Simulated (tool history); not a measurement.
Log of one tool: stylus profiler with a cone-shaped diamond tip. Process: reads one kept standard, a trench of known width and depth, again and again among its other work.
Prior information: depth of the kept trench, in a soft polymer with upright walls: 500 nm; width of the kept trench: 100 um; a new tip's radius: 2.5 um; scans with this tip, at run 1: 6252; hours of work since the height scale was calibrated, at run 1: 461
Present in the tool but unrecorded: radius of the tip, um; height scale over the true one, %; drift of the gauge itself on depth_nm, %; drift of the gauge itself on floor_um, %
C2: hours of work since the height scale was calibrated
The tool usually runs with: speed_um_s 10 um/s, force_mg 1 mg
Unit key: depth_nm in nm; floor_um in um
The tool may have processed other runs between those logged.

{"run": 1, "day": 0.0, "speed_um_s": 10, "force_mg": 1, "scans with this tip": 6252, "C2": 461, "depth_nm": 501.35, "floor_um": 96.42}
{"run": 2, "day": 0.654, "speed_um_s": 10, "force_mg": 0.73, "scans with this tip": 6363, "C2": 469, "depth_nm": 500.41, "floor_um": 96.37}
{"run": 3, "day": 1.233, "speed_um_s": 11, "force_mg": 0.73, "scans with this tip": 6461, "C2": 476, "depth_nm": 500.6, "floor_um": 96.37}
{"run": 4, "day": 1.921, "speed_um_s": 11, "force_mg": 0.73, "scans with this tip": 6577, "C2": 485, "depth_nm": 500.51, "floor_um": 96.37}
{"run": 5, "day": 2.733, "speed_um_s": 11, "force_mg": 0.73, "scans with this tip": 6714, "C2": 495, "depth_nm": 500.6, "floor_um": 96.34}
{"run": 6, "day": 3.554, "speed_um_s": 10, "force_mg": 1, "scans with this tip": 6853, "C2": 505, "depth_nm": 500.87, "floor_um": 96.38}
{"run": 7, "day": 4.071, "speed_um_s": 11, "force_mg": 1, "scans with this tip": 6940, "C2": 512, "depth_nm": 500.73, "floor_um": 96.34}
{"run": 8, "day": 5.2, "speed_um_s": 2, "force_mg": 1, "scans with this tip": 7130, "C2": 526, "depth_nm": 500.82, "floor_um": 96.4}
{"day": 5.3, "done": "height scale calibrated on a step standard"}
{"run": 9, "day": 5.892, "speed_um_s": 10, "force_mg": 1.03, "scans with this tip": 7244, "C2": 7, "depth_nm": 500.42, "floor_um": 96.36}
{"run": 10, "day": 6.788, "speed_um_s": 10, "force_mg": 1, "scans with this tip": 7395, "C2": 19, "depth_nm": 500.17, "floor_um": 96.31}
{"run": 11, "day": 7.725, "speed_um_s": 10, "force_mg": 1, "scans with this tip": 7554, "C2": 30, "depth_nm": 500.28, "floor_um": 96.27}
{"run": 12, "day": 8.558, "speed_um_s": 3, "force_mg": 1, "scans with this tip": 7694, "C2": 41, "depth_nm": 500.17, "floor_um": 96.33}
{"run": 13, "day": 9.329, "speed_um_s": 20, "force_mg": 0.81, "scans with this tip": 7824, "C2": 50, "depth_nm": 499.97, "floor_um": 96.17}
{"run": 14, "day": 10.067, "speed_um_s": 8, "force_mg": 2.22, "scans with this tip": 7949, "C2": 59, "depth_nm": 501.83, "floor_um": 96.36}
{"day": 10.171, "done": "height scale calibrated on a step standard, once more"}
{"run": 15, "day": 10.975, "speed_um_s": 5, "force_mg": 0.44, "scans with this tip": 8098, "C2": 10, "depth_nm": 501.17, "floor_um": 96.3}
{"run": 16, "day": 11.971, "speed_um_s": 15, "force_mg": 0.44, "scans with this tip": 8267, "C2": 22, "depth_nm": 501.54, "floor_um": 96.17}
{"run": 17, "day": 12.692, "speed_um_s": 37, "force_mg": 1.17, "scans with this tip": 8389, "C2": 31, "depth_nm": 502.63, "floor_um": 95.99}
{"run": 18, "day": 13.571, "speed_um_s": 33, "force_mg": 0.66, "scans with this tip": 8537, "C2": 42, "depth_nm": 501.98, "floor_um": 95.94}
{"run": 19, "day": 14.379, "speed_um_s": 2, "force_mg": 1.87, "scans with this tip": 8673, "C2": 52, "depth_nm": 503.15, "floor_um": 96.31}
{"run": 20, "day": 14.946, "speed_um_s": 3, "force_mg": 2.47, "scans with this tip": 8769, "C2": 59, "depth_nm": 503.96, "floor_um": 96.35}
{"run": 21, "day": 15.979, "speed_um_s": 39, "force_mg": 2.47, "scans with this tip": 8943, "C2": 72, "depth_nm": 503.99, "floor_um": 96.08}

4 ways to go on from here, each from the tool as it stands after run 21. What would each give?
{"run": "A", "day": 16.858, "speed_um_s": 39, "force_mg": 0.53, "scans with this tip": 9092, "C2": 83, "depth_nm": "?", "floor_um": "?"}
{"run": "B", "day": 16.858, "speed_um_s": 2, "force_mg": 1.85, "scans with this tip": 9092, "C2": 83, "depth_nm": "?", "floor_um": "?"}
{"run": "C", "day": 16.858, "speed_um_s": 5, "force_mg": 2.47, "scans with this tip": 9092, "C2": 83, "depth_nm": "?", "floor_um": "?"}
{"run": "D", "day": 16.858, "speed_um_s": 3, "force_mg": 1.4, "scans with this tip": 9092, "C2": 83, "depth_nm": "?", "floor_um": "?"}

run=A depth_nm=501.4 floor_um=95.76
run=B depth_nm=503.23 floor_um=96.28
run=C depth_nm=503.89 floor_um=96.24
run=D depth_nm=502.6 floor_um=96.32
With the hidden condition removed and each run's random variation left untouched, the same runs would have given:
run=A depth_nm=501.5 floor_um=96.45
run=B depth_nm=503.34 floor_um=96.98
run=C depth_nm=503.99 floor_um=96.93
run=D depth_nm=502.7 floor_um=97.01

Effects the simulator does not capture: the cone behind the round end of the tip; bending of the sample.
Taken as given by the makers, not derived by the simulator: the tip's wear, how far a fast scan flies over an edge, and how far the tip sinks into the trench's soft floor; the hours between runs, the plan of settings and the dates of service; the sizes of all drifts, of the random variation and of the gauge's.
